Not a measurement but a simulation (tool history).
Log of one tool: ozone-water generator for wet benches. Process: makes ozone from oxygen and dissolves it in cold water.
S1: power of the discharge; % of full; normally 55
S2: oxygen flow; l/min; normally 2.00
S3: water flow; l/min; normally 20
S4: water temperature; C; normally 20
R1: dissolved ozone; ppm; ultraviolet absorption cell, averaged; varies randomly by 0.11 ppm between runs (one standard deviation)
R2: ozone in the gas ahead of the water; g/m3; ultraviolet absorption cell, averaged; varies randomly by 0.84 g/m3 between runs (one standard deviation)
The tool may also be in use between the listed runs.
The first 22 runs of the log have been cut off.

Run 23, day 32.600: usual settings but S1 52 % of full, S2 2.09 l/min. Result: R1 6.9 ppm, R2 121.4 g/m3.
Run 24, day 34.296: usual settings but S1 82 % of full, S2 2.79 l/min, S3 14 l/min, S4 14 C. Result: R1 13.4 ppm, R2 131.2 g/m3.
Run 25, day 35.612: usual settings but S1 82 % of full, S2 2.79 l/min, S3 13 l/min, S4 26 C. Result: R1 12.3 ppm, R2 130.0 g/m3.
Run 26, day 37.371: usual settings but S1 68 % of full, S2 1.04 l/min, S3 30 l/min, S4 16 C. Result: R1 4.0 ppm, R2 207.8 g/m3.
Run 27, day 38.600: usual settings but S1 68 % of full, S2 1.04 l/min, S3 30 l/min, S4 16 C. Result: R1 3.8 ppm, R2 208.3 g/m3.
Run 28, day 39.867: usual settings but S1 68 % of full, S2 1.04 l/min, S3 30 l/min, S4 16 C. Result: R1 4.0 ppm, R2 208.0 g/m3.
Run 29, day 41.608: usual settings but S1 48 % of full, S2 2.39 l/min, S3 13 l/min, S4 16 C. Result: R1 10.3 ppm, R2 108.9 g/m3.
Run 30, day 43.242: usual settings but S1 48 % of full, S2 2.39 l/min, S3 13 l/min, S4 16 C. Result: R1 10.4 ppm, R2 109.0 g/m3.
Run 31, day 45.271: usual settings but S1 44 % of full, S2 3.01 l/min, S3 13 l/min, S4 18 C. Result: R1 9.9 ppm, R2 91.1 g/m3.
Run 32, day 47.288: usual settings but S2 1.55 l/min, S4 23 C. Result: R1 6.4 ppm, R2 149.6 g/m3.
Run 33, day 48.612: usual settings but S2 2.07 l/min. Result: R1 6.8 ppm, R2 125.8 g/m3.

Alternative continuations, all from the tool just after run 33; predict every row:
Run A, day 50.071: usual settings but S2 2.71 l/min, S3 26 l/min. Result: R1 ?, R2 ?.
Run B, day 50.071: usual settings but S2 1.28 l/min, S3 17 l/min, S4 17 C. Result: R1 ?, R2 ?.
Run C, day 50.071: usual settings but S1 60 % of full, S2 2.07 l/min, S3 17 l/min, S4 21 C. Result: R1 ?, R2 ?.

run   R1     R2
  A  5.3  108.1
  B  7.5  165.6
  C  8.3  132.0
Without the tool's unlogged condition, the same runs would have read:
run   R1     R2
  A  5.6  113.3
  B  7.9  173.6
  C  8.8  138.7
